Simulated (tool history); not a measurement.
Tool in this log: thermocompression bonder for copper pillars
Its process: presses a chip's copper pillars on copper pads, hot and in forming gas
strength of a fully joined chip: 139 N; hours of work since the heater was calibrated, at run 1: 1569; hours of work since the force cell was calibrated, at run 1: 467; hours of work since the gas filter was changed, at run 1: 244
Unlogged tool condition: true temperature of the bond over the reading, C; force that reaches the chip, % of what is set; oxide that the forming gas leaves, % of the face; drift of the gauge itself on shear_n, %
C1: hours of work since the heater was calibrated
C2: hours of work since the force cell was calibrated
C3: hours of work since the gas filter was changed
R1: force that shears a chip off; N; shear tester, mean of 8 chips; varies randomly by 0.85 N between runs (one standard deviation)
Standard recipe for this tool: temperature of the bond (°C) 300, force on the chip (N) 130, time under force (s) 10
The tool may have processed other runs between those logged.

run 1 hour=0 | temperature_of_the_bond_(°C)=300 force_on_the_chip_(N)=130 time_under_force_(s)=10 | C1=1569 C2=467 C3=244 | R1=57
-- hour=17.4 forming gas filter changed
run 2 hour=79.9 | temperature_of_the_bond_(°C)=300 force_on_the_chip_(N)=130 time_under_force_(s)=23 | C1=1605 C2=503 C3=28 | R1=80.4
run 3 hour=143.7 | temperature_of_the_bond_(°C)=300 force_on_the_chip_(N)=185 time_under_force_(s)=23 | C1=1633 C2=531 C3=57 | R1=96.3
run 4 hour=209 | temperature_of_the_bond_(°C)=300 force_on_the_chip_(N)=185 time_under_force_(s)=23 | C1=1662 C2=560 C3=86 | R1=96.4
run 5 hour=262.2 | temperature_of_the_bond_(°C)=300 force_on_the_chip_(N)=130 time_under_force_(s)=10 | C1=1686 C2=584 C3=110 | R1=59.2
run 6 hour=327.6 | temperature_of_the_bond_(°C)=300 force_on_the_chip_(N)=130 time_under_force_(s)=10 | C1=1716 C2=613 C3=139 | R1=58.6
-- hour=367.1 heater calibrated with a thermocouple chip
run 7 hour=376.4 | temperature_of_the_bond_(°C)=300 force_on_the_chip_(N)=130 time_under_force_(s)=10 | C1=4 C2=634 C3=160 | R1=62.3
run 8 hour=442.3 | temperature_of_the_bond_(°C)=300 force_on_the_chip_(N)=130 time_under_force_(s)=10 | C1=34 C2=664 C3=189 | R1=63
run 9 hour=490 | temperature_of_the_bond_(°C)=300 force_on_the_chip_(N)=105 time_under_force_(s)=10 | C1=55 C2=685 C3=211 | R1=53.2
run 10 hour=574.4 | temperature_of_the_bond_(°C)=300 force_on_the_chip_(N)=130 time_under_force_(s)=9 | C1=93 C2=723 C3=249 | R1=58.8
-- hour=580.8 forming gas filter changed
run 11 hour=619.4 | temperature_of_the_bond_(°C)=317 force_on_the_chip_(N)=130 time_under_force_(s)=10 | C1=113 C2=743 C3=17 | R1=77.1
run 12 hour=687.3 | temperature_of_the_bond_(°C)=317 force_on_the_chip_(N)=130 time_under_force_(s)=10 | C1=143 C2=773 C3=48 | R1=77.1
run 13 hour=774.1 | temperature_of_the_bond_(°C)=300 force_on_the_chip_(N)=91 time_under_force_(s)=10 | C1=182 C2=812 C3=87 | R1=49.1
run 14 hour=873.7 | temperature_of_the_bond_(°C)=300 force_on_the_chip_(N)=91 time_under_force_(s)=10 | C1=227 C2=857 C3=131 | R1=49.4
run 15 hour=953.3 | temperature_of_the_bond_(°C)=300 force_on_the_chip_(N)=176 time_under_force_(s)=10 | C1=262 C2=893 C3=167 | R1=78.3
run 16 hour=1046.6 | temperature_of_the_bond_(°C)=300 force_on_the_chip_(N)=176 time_under_force_(s)=10 | C1=304 C2=934 C3=209 | R1=74.1
-- hour=1142.5 forming gas filter changed
run 17 hour=1143.1 | temperature_of_the_bond_(°C)=300 force_on_the_chip_(N)=176 time_under_force_(s)=10 | C1=347 C2=977 C3=0 | R1=77.1
run 18 hour=1210.7 | temperature_of_the_bond_(°C)=300 force_on_the_chip_(N)=176 time_under_force_(s)=10 | C1=377 C2=1008 C3=31 | R1=77.4
run 19 hour=1254.1 | temperature_of_the_bond_(°C)=300 force_on_the_chip_(N)=176 time_under_force_(s)=10 | C1=397 C2=1027 C3=50 | R1=78.8
run 20 hour=1343.9 | temperature_of_the_bond_(°C)=296 force_on_the_chip_(N)=176 time_under_force_(s)=14 | C1=437 C2=1067 C3=90 | R1=81.1
run 21 hour=1410.7 | temperature_of_the_bond_(°C)=296 force_on_the_chip_(N)=176 time_under_force_(s)=14 | C1=467 C2=1097 C3=120 | R1=80.1
run 22 hour=1463.6 | temperature_of_the_bond_(°C)=296 force_on_the_chip_(N)=176 time_under_force_(s)=14 | C1=491 C2=1121 C3=144 | R1=80.6
run 23 hour=1539 | temperature_of_the_bond_(°C)=275 force_on_the_chip_(N)=80 time_under_force_(s)=7 | C1=525 C2=1155 C3=178 | R1=24.6
run 24 hour=1583.3 | temperature_of_the_bond_(°C)=319 force_on_the_chip_(N)=130 time_under_force_(s)=10 | C1=544 C2=1175 C3=197 | R1=71.3
run 25 hour=1643.8 | temperature_of_the_bond_(°C)=319 force_on_the_chip_(N)=130 time_under_force_(s)=10 | C1=571 C2=1202 C3=225 | R1=71.3
run 26 hour=1696.5 | temperature_of_the_bond_(°C)=318 force_on_the_chip_(N)=130 time_under_force_(s)=5 | C1=595 C2=1225 C3=248 | R1=53.5
-- hour=1702.8 forming gas filter changed
run 27 hour=1772.8 | temperature_of_the_bond_(°C)=300 force_on_the_chip_(N)=120 time_under_force_(s)=6 | C1=629 C2=1259 C3=31 | R1=47.3
run 28 hour=1828.3 | temperature_of_the_bond_(°C)=300 force_on_the_chip_(N)=120 time_under_force_(s)=6 | C1=654 C2=1284 C3=56 | R1=47.6
run 29 hour=1885.3 | temperature_of_the_bond_(°C)=300 force_on_the_chip_(N)=183 time_under_force_(s)=12 | C1=679 C2=1310 C3=82 | R1=81.8
run 30 hour=1956.5 | temperature_of_the_bond_(°C)=296 force_on_the_chip_(N)=155 time_under_force_(s)=16 | C1=711 C2=1342 C3=114 | R1=75
run 31 hour=2001.1 | temperature_of_the_bond_(°C)=294 force_on_the_chip_(N)=176 time_under_force_(s)=29 | C1=731 C2=1362 C3=134 | R1=95.7
run 32 hour=2079.8 | temperature_of_the_bond_(°C)=299 force_on_the_chip_(N)=130 time_under_force_(s)=6 | C1=767 C2=1397 C3=169 | R1=48.7
-- hour=2090 force cell calibrated
run 33 hour=2173 | temperature_of_the_bond_(°C)=299 force_on_the_chip_(N)=130 time_under_force_(s)=6 | C1=808 C2=37 C3=210 | R1=49.7

Run by run, hidden condition taken away, random variation retained:
run=1 R1=68.3
run=2 R1=89
run=3 R1=105.4
run=4 R1=106.5
run=5 R1=68.8
run=6 R1=68.9
run=7 R1=66.7
run=8 R1=68.1
run=9 R1=58.2
run=10 R1=65.2
run=11 R1=80
run=12 R1=80.8
run=13 R1=52.7
run=14 R1=53.9
run=15 R1=85.6
run=16 R1=82.4
run=17 R1=81.2
run=18 R1=82.4
run=19 R1=84.4
run=20 R1=87.9
run=21 R1=87.7
run=22 R1=89.1
run=23 R1=28.5
run=24 R1=80.7
run=25 R1=81.4
run=26 R1=62.4
run=27 R1=52.6
run=28 R1=53.4
run=29 R1=90.2
run=30 R1=84
run=31 R1=106
run=32 R1=56.9
run=33 R1=56.1
